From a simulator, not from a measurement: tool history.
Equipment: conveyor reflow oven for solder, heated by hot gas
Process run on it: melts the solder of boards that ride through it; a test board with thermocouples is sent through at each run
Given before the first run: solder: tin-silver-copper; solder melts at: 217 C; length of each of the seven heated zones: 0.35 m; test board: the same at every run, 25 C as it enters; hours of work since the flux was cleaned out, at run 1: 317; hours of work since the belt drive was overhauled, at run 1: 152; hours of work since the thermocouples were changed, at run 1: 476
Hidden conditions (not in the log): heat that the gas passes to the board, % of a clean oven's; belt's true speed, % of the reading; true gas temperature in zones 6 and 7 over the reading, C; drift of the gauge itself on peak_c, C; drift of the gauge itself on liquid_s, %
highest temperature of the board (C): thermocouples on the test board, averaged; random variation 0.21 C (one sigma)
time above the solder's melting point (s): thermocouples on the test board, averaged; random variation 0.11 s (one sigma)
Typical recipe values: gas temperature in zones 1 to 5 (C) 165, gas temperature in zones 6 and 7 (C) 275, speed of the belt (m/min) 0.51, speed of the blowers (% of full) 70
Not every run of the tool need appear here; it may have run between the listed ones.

run,day,gas temperature in zones 1 to 5 (C),gas temperature in zones 6 and 7 (C),speed of the belt (m/min),speed of the blowers (% of full),hours of work since the flux was cleaned out,hours of work since the belt drive was overhauled,hours of work since the thermocouples were changed,highest temperature of the board (C),time above the solder's melting point (s)
1,0,165,275,0.51,70,317,152,476,260.5,64.5
2,1.238,165,275,0.51,70,340,175,499,260,64.4
3,2.212,177,275,0.51,70,358,192,517,261.7,69.9
4,3.429,165,275,0.506,70,380,215,539,260.5,65.4
5,4.575,165,275,0.506,70,401,236,560,259.9,65.2
# day 5: flux residue cleaned out of gas plates and filters
6,5.467,165,275,0.506,70,9,248,572,258.1,63.6
7,6.942,165,275,0.51,70,35,275,599,258.1,62.6
8,7.608,165,275,0.516,70,48,287,611,257.5,61.5
9,9.117,166,275,0.51,70,75,315,639,257.7,62.9
# day 10.021: flux residue cleaned out of gas plates and filters, once more
10,10.9,163,275,0.51,70,16,343,668,262.4,65.6
11,12.362,165,275,0.51,70,43,370,694,261.9,66.4
# day 13.058: thermocouples of zones 6 and 7 changed
12,13.442,165,275,0.51,70,61,388,7,260.9,65.9
13,14.821,165,275,0.51,70,86,413,32,261,65.5
14,16.404,175,275,0.51,70,115,442,61,262.7,69.7
15,17.112,175,275,0.51,70,128,455,74,262.3,70
16,18.325,155,275,0.51,70,150,477,96,259.4,61.6
17,19.279,169,275,0.51,64,167,495,114,260.2,66.3
18,20.475,170,275,0.51,70,189,517,135,261.5,67.5
19,21.879,167,264,0.506,69,215,542,161,250.9,60.1
20,23.408,167,264,0.506,69,243,570,189,250.6,59.9
21,24.804,167,264,0.506,69,268,596,214,250.6,60
22,26.042,167,264,0.506,69,291,618,237,250.8,59.8
23,26.754,165,280,0.51,70,304,631,250,265,68
24,27.888,165,280,0.51,70,325,652,271,264.6,67.9
25,28.608,178,280,0.51,73,338,665,284,267,73.5
26,30.092,178,280,0.51,73,365,692,311,266.6,73.5
27,31.571,151,267,0.556,77,392,719,338,248.7,47.5
# day 32.408: flux residue cleaned out of gas plates and filters
28,32.646,151,267,0.556,77,4,735,354,250.7,50.1
29,33.971,151,267,0.556,77,29,759,378,251,49.9
30,35.254,171,264,0.556,76,52,783,401,251.1,56.2
31,36.875,179,275,0.471,53,82,812,431,263,78.1

Forecast each of these 3 alternatives for the next run:
A,38.467,161,275,0.471,53,111,841,460,?,?
B,38.467,179,276,0.608,57,111,841,460,?,?
C,38.467,179,276,0.544,56,111,841,460,?,?

run,highest temperature of the board (C),time above the solder's melting point (s)
A,260.5,69.6
B,256.2,55.6
C,259.9,65.3
Without the tool's unlogged condition, the same runs would have read:
run,highest temperature of the board (C),time above the solder's melting point (s)
A,260.1,68.6
B,256,54.8
C,259.5,64.4

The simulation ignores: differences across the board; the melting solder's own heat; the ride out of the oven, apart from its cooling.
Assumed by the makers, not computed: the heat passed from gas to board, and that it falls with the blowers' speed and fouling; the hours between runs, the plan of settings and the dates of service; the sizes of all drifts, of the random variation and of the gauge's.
